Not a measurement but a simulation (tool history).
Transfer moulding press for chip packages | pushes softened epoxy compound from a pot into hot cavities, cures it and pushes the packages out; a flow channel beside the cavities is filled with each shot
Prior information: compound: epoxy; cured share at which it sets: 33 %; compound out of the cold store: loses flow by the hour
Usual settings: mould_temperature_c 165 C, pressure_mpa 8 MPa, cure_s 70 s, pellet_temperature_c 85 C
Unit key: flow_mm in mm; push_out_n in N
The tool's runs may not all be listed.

run	day	mould_temperature_c	pressure_mpa	cure_s	pellet_temperature_c	incoming compound's hours out of the cold store	flow_mm	push_out_n
1	0	165	8	70	85	43.9	859	628
# day 0.958: cavities cleaned with cleaning compound and waxed
# day 3.012: plunger's sealing rings changed
# day 3.617: cavities cleaned with cleaning compound and waxed
2	3.812	165	8	70	85	24.3	914	616
# day 6.254: cavities cleaned with cleaning compound and waxed
3	6.838	165	8	70	85	23.4	930	617
# day 8.812: cavities cleaned with cleaning compound and waxed
4	8.821	165	8	70	85	26.1	906	639
# day 11.317: cavities cleaned with cleaning compound and waxed
5	12.4	165	8	70	92	22.1	925	655
# day 13.958: cavities cleaned with cleaning compound and waxed
6	15.879	165	8	70	92	33.5	885	619
# day 16.546: cavities cleaned with cleaning compound and waxed
7	17.912	165	7.57	70	85	27.3	885	635
# day 18.971: plunger's sealing rings changed
# day 19.267: cavities cleaned with cleaning compound and waxed
8	21.242	165	8	70	85	43.6	851	625
# day 21.938: cavities cleaned with cleaning compound and waxed
9	23.388	165	8	70	85	16.1	944	648
# day 24.558: cavities cleaned with cleaning compound and waxed
# day 27.121: cavities cleaned with cleaning compound and waxed
10	27.121	165	8	70	95	11.1	953	625
# day 29.642: cavities cleaned with cleaning compound and waxed
11	29.642	165	8	70	95	19	917	634
# day 32.329: cavities cleaned with cleaning compound and waxed
12	32.733	165	7.2	70	85	17.7	892	650
# day 34.829: plunger's sealing rings changed
# day 35.162: cavities cleaned with cleaning compound and waxed
13	36.138	165	7.2	70	85	34.7	828	600
# day 37.733: cavities cleaned with cleaning compound and waxed
14	37.733	162	6.74	70	85	10.6	893	876
# day 39.696: mould's thermocouples calibrated
# day 40.488: cavities cleaned with cleaning compound and waxed
15	41.229	165	8.6	70	87	47.6	879	638
# day 43.162: cavities cleaned with cleaning compound and waxed
16	44.633	163	8.96	96	91	37	945	464
# day 45.917: cavities cleaned with cleaning compound and waxed
17	48.342	159	9.53	60	82	36.1	979	1486
# day 48.696: cavities cleaned with cleaning compound and waxed
18	50.046	159	9.53	60	82	34.9	976	1442
# day 50.762: plunger's sealing rings changed
# day 51.429: cavities cleaned with cleaning compound and waxed
19	52.1	159	6.96	60	90	36.4	847	1409
# day 54.004: cavities cleaned with cleaning compound and waxed
20	55.008	165	6.4	57	94	36.9	798	1025
# day 56.525: cavities cleaned with cleaning compound and waxed
21	56.867	165	6.4	57	94	12.7	856	1060
# day 59.175: cavities cleaned with cleaning compound and waxed
22	59.204	165	8	93	77	22	929	443
# day 61.967: cavities cleaned with cleaning compound and waxed
23	62.321	165	8	70	83	47.7	843	606
# day 64.708: cavities cleaned with cleaning compound and waxed
24	66	165	8	70	83	21.4	931	671
# day 66.904: plunger's sealing rings changed
# day 67.383: cavities cleaned with cleaning compound and waxed
25	68.804	165	6.77	90	87	21	851	459

Here are 4 independent what-if runs from the current tool condition. What would each one return?
# day 69.942: cavities cleaned with cleaning compound and waxed
A	70.733	168	6.77	90	87	23.8	?	?
# day 69.942: cavities cleaned with cleaning compound and waxed
B	70.733	170	8	89	79	47.1	?	?
# day 69.942: cavities cleaned with cleaning compound and waxed
C	70.733	173	6.77	56	91	27.2	?	?
# day 69.942: cavities cleaned with cleaning compound and waxed
D	70.733	165	8.34	59	85	14.9	?	?

run	flow_mm	push_out_n
A	849	448
B	836	412
C	817	579
D	981	1032
Without the tool's hidden state the same runs would have given:
run	flow_mm	push_out_n
A	849	443
B	836	408
C	817	574
D	982	1023
